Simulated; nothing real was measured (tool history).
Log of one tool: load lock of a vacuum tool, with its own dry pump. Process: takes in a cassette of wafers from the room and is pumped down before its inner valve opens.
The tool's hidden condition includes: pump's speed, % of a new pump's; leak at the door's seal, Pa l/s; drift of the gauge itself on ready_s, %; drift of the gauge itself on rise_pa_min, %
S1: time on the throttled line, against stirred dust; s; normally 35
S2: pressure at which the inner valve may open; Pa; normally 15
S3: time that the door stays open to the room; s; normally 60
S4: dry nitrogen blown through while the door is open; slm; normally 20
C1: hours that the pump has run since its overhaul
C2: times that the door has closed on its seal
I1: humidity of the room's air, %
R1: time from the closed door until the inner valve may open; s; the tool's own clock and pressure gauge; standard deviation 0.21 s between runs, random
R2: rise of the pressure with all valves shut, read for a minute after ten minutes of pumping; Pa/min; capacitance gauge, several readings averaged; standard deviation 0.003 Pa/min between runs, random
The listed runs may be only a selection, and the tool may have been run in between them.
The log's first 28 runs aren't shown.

| run | hour | S1 | S2 | S3 | S4 | C1 | C2 | I1 | R1 | R2 |
|---|---|---|---|---|---|---|---|---|---|---|
| 29 | 5447.2 | 23 | 23 | 42 | 6 | 9951 | 16429 | 46.5 | 33.9 | 0.083 |
| 30 | 5616.1 | 35 | 15 | 167 | 31 | 10120 | 17097 | 43.3 | 45.6 | 0.099 |
| 31 | 5724.2 | 52 | 15 | 69 | 16 | 10228 | 17524 | 45.8 | 61.0 | 0.089 |
| 32 | 5896.2 | 52 | 15 | 69 | 16 | 10400 | 18203 | 46.7 | 60.8 | 0.089 |
| 33 | 6002.4 | 34 | 12 | 43 | 12 | 10506 | 18623 | 44.4 | 44.7 | 0.082 |
| 34 | 6193.2 | 34 | 12 | 94 | 4 | 10697 | 19377 | 45.8 | 44.9 | 0.118 |
| 35 | 6297.0 | 39 | 18 | 139 | 4 | 10801 | 19787 | 46.0 | 48.7 | 0.130 |
| 36 | 6510.9 | 35 | 21 | 60 | 6 | 11015 | 20632 | 44.6 | 45.1 | 0.104 |
| 37 | 6675.8 | 35 | 21 | 60 | 6 | 11179 | 21283 | 45.7 | 44.8 | 0.108 |

Forecast each of these 4 alternatives for the next run:
| A | 6863.8 | 60 | 21 | 70 | 6 | 11367 | 22026 | 42.6 | ? | ? |
| B | 6863.8 | 35 | 27 | 41 | 20 | 11367 | 22026 | 44.4 | ? | ? |
| C | 6863.8 | 36 | 21 | 119 | 6 | 11367 | 22026 | 40.4 | ? | ? |
| D | 6863.8 | 35 | 15 | 60 | 15 | 11367 | 22026 | 43.0 | ? | ? |

| run | R1 | R2 |
|---|---|---|
| A | 67.0 | 0.107 |
| B | 44.6 | 0.089 |
| C | 45.8 | 0.124 |
| D | 45.7 | 0.106 |
Had the tool no hidden state, the same runs would have come out as:
| run | R1 | R2 |
|---|---|---|
| A | 66.3 | 0.049 |
| B | 43.7 | 0.031 |
| C | 44.8 | 0.066 |
| D | 44.7 | 0.047 |
